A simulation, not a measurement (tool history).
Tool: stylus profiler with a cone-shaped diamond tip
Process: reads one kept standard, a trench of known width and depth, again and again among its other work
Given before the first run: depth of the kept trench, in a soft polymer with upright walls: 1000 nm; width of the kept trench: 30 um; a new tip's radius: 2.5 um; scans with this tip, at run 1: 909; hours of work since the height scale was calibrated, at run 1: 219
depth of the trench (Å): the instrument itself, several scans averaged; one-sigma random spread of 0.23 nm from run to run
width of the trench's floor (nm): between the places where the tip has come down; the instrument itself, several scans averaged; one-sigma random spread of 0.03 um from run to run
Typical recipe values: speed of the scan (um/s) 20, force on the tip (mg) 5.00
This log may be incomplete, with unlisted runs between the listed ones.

run	hour	speed of the scan (um/s)	force on the tip (mg)	scans with this tip	hours of work since the height scale was calibrated	depth of the trench (Å)	width of the trench's floor (nm)
1	0.0	20	5.00	909	219	10155.9	25840
2	28.0	20	5.00	959	231	10163.7	25870
3	59.3	17	5.00	1014	244	10158.4	25840
4	88.3	6	5.00	1065	257	10159.2	25850
5	104.9	6	5.00	1094	264	10157.4	25910
6	130.9	6	5.00	1140	275	10158.3	25830
7	148.9	20	5.00	1171	283	10158.8	25860
8	177.4	20	5.00	1222	295	10159.6	25800
9	194.8	20	14.82	1252	302	10329.5	25770
10	223.4	8	5.00	1303	314	10157.5	25850
11	238.9	7	5.00	1330	321	10158.2	25840
12	258.5	7	5.00	1364	329	10155.9	25810
13	291.9	20	2.09	1423	343	10079.0	25760
14	306.0	20	2.09	1448	349	10085.0	25750
15	324.5	20	5.46	1481	357	10167.0	25810
16	352.3	64	5.00	1530	369	10155.1	25710
17	366.3	12	5.00	1554	375	10153.9	25770
18	383.1	12	5.00	1584	382	10155.9	25810
19	409.5	12	5.00	1630	393	10154.3	25820
20	423.1	12	5.00	1654	399	10152.5	25810
# hour 426.4: height scale calibrated on a step standard
21	443.0	8	14.21	1688	7	10314.9	25840
22	472.4	8	7.78	1740	20	10200.6	25750
# hour 477.4: height scale calibrated on a step standard, once more
23	490.6	41	6.59	1771	6	10200.4	25680
24	504.9	8	4.93	1797	12	10159.0	25760
25	520.5	5	4.93	1824	18	10162.4	25780
26	546.3	25	4.93	1870	29	10160.4	25670
27	578.9	20	13.81	1927	43	10323.2	25700
28	598.1	18	2.90	1961	51	10111.3	25680
29	617.5	18	8.33	1995	60	10228.4	25660
30	641.1	18	8.33	2037	70	10230.2	25670
31	662.8	18	8.33	2075	79	10228.7	25710
32	695.3	20	5.00	2132	93	10157.4	25700
33	724.2	11	2.81	2183	105	10103.8	25750
34	751.3	45	4.25	2230	116	10140.6	25640
35	783.4	9	3.90	2287	130	10132.2	25730
36	799.8	31	2.30	2316	137	10091.3	25600
37	826.5	31	2.30	2363	148	10089.9	25580
38	851.3	8	13.45	2407	159	10312.4	25700
39	880.7	33	7.43	2459	171	10208.2	25580

Measured minus without-hidden-state, run by run (identical run-to-run variation in each term; gauge scatter may differ):
What the log doesn't record here: radius of the tip, um; height scale over the true one, %; drift of the gauge itself on depth_nm, %; drift of the gauge itself on floor_um, %.
run	depth of the trench (Å)	width of the trench's floor (nm)
1	-5.7	-100
2	-6.0	-100
3	-6.4	-120
4	-6.8	-120
5	-7.0	-130
6	-7.3	-130
7	-7.5	-130
8	-7.9	-140
9	-8.3	-150
10	-8.5	-150
11	-8.6	-150
12	-8.8	-160
13	-9.2	-160
14	-9.3	-170
15	-9.6	-170
16	-9.9	-180
17	-10.1	-180
18	-10.3	-180
19	-10.6	-190
20	-10.8	-190
21	-17.0	-190
22	-17.2	-200
23	-2.7	-210
24	-2.8	-210
25	-3.1	-210
26	-3.3	-220
27	-3.7	-230
28	-3.9	-240
29	-4.2	-240
30	-4.5	-240
31	-4.7	-250
32	-5.1	-260
33	-5.4	-260
34	-5.7	-260
35	-6.2	-270
36	-6.3	-280
37	-6.6	-280
38	-7.0	-280
39	-7.3	-290

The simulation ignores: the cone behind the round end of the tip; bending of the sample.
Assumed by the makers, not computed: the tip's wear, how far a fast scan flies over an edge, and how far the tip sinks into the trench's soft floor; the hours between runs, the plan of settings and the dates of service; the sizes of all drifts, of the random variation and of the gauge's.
